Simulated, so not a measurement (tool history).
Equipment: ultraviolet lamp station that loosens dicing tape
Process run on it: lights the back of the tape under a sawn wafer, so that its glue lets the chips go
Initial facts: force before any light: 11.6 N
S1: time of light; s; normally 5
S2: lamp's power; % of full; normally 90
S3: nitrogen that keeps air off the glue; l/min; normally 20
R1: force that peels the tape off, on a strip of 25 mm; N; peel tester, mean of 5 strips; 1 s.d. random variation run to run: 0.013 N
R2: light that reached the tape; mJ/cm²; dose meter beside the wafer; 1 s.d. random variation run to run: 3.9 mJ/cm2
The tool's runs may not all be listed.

{"run": 1, "hour": 0.0, "S1": 5, "S2": 90, "S3": 20, "R1": 0.8, "R2": 589}
{"run": 2, "hour": 27.5, "S1": 5, "S2": 90, "S3": 12, "R1": 1.329, "R2": 594}
{"run": 3, "hour": 44.8, "S1": 5, "S2": 90, "S3": 20, "R1": 0.815, "R2": 578}
{"run": 4, "hour": 66.0, "S1": 5, "S2": 90, "S3": 20, "R1": 0.836, "R2": 581}
{"run": 5, "hour": 91.0, "S1": 5, "S2": 90, "S3": 20, "R1": 0.878, "R2": 564}
{"run": 6, "hour": 111.2, "S1": 5, "S2": 90, "S3": 20, "R1": 0.883, "R2": 556}
{"run": 7, "hour": 124.7, "S1": 5, "S2": 97, "S3": 20, "R1": 0.776, "R2": 603}
{"run": 8, "hour": 149.6, "S1": 5, "S2": 90, "S3": 20, "R1": 0.941, "R2": 551}
{"run": 9, "hour": 163.2, "S1": 5, "S2": 90, "S3": 20, "R1": 0.917, "R2": 553}
{"run": 10, "hour": 183.5, "S1": 8, "S2": 83, "S3": 22, "R1": 0.367, "R2": 809}
{"run": 11, "hour": 213.9, "S1": 5, "S2": 68, "S3": 31, "R1": 1.232, "R2": 407}
{"run": 12, "hour": 241.8, "S1": 5, "S2": 79, "S3": 6, "R1": 3.083, "R2": 465}
{"run": 13, "hour": 264.7, "S1": 5, "S2": 79, "S3": 6, "R1": 3.126, "R2": 466}
{"run": 14, "hour": 287.0, "S1": 9, "S2": 90, "S3": 20, "R1": 0.305, "R2": 940}
{"run": 15, "hour": 303.6, "S1": 7, "S2": 65, "S3": 33, "R1": 0.68, "R2": 522}
{"run": 16, "hour": 334.9, "S1": 2, "S2": 61, "S3": 35, "R1": 5.061, "R2": 139}
{"run": 17, "hour": 361.9, "S1": 2, "S2": 69, "S3": 6, "R1": 7.523, "R2": 154}
{"run": 18, "hour": 378.0, "S1": 6, "S2": 94, "S3": 9, "R1": 1.396, "R2": 628}

Branching from run 18: 3 alternative next runs. What would each branch give?
{"run": "A", "hour": 396.8, "S1": 6, "S2": 71, "S3": 8, "R1": "?", "R2": "?"}
{"run": "B", "hour": 396.8, "S1": 9, "S2": 82, "S3": 16, "R1": "?", "R2": "?"}
{"run": "C", "hour": 396.8, "S1": 2, "S2": 94, "S3": 9, "R1": "?", "R2": "?"}

run=A R1=2.618 R2=472
run=B R1=0.489 R2=818
run=C R1=5.727 R2=205
Had the tool no hidden state, the same runs would have come out as:
run=A R1=1.604 R2=634
run=B R1=0.278 R2=1100
run=C R1=4.496 R2=276
